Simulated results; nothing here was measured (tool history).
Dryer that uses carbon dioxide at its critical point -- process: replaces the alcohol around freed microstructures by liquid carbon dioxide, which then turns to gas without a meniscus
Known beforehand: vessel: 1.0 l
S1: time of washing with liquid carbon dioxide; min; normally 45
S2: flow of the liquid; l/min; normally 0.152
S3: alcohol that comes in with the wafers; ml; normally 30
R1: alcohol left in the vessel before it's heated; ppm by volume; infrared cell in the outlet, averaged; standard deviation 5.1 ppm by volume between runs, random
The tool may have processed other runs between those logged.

| run | day | S1 | S2 | S3 | R1 |
|---|---|---|---|---|---|
| 1 | 0.000 | 45 | 0.152 | 30 | 183 |
| 2 | 0.450 | 45 | 0.152 | 30 | 184 |
| 3 | 1.075 | 45 | 0.152 | 30 | 183 |
| 4 | 1.762 | 45 | 0.152 | 30 | 190 |
| 5 | 2.300 | 45 | 0.152 | 30 | 204 |
| 6 | 2.800 | 45 | 0.152 | 30 | 210 |
| 7 | 3.467 | 40 | 0.152 | 30 | 323 |
| 8 | 3.933 | 40 | 0.152 | 30 | 314 |
| 9 | 4.525 | 40 | 0.152 | 30 | 321 |
| 10 | 5.204 | 45 | 0.152 | 30 | 219 |
| 11 | 5.633 | 45 | 0.152 | 30 | 221 |
| 12 | 6.225 | 45 | 0.152 | 30 | 226 |
| 13 | 6.571 | 45 | 0.139 | 30 | 312 |
| 14 | 7.154 | 45 | 0.139 | 30 | 325 |
| 15 | 7.558 | 45 | 0.139 | 30 | 344 |
| 16 | 7.888 | 45 | 0.112 | 20 | 289 |
| 17 | 8.300 | 50 | 0.253 | 20 | 84 |
| 18 | 8.804 | 50 | 0.253 | 20 | 77 |
| 19 | 9.467 | 67 | 0.253 | 52 | 68 |
| 20 | 9.925 | 67 | 0.253 | 22 | 73 |
| 21 | 10.379 | 57 | 0.253 | 22 | 79 |
| 22 | 10.775 | 57 | 0.253 | 22 | 74 |
| 23 | 11.362 | 70 | 0.154 | 99 | 84 |
| 24 | 11.875 | 55 | 0.154 | 99 | 134 |
| 25 | 12.188 | 38 | 0.099 | 30 | 1190 |
| 26 | 12.504 | 40 | 0.161 | 56 | 265 |
| 27 | 13.000 | 40 | 0.161 | 56 | 273 |
| 28 | 13.454 | 40 | 0.161 | 56 | 267 |

Missing from the log above: 1 entry noted between runs. For each, name the pair of listed runs it sits between and say how the tool's hidden condition differs from the listed run just before to the listed run just after:
Run 15 -> run 16: inlet filter changed (day 7.825)
  flow that reaches the vessel past the clogged filter, %: 83.8 -> 99.5; alcohol in the recycled carbon dioxide, ppm: 68.8 -> 69.5
  what was measured, less what the result would be without the hidden state, R1: +225 -> +69 ppm by volume
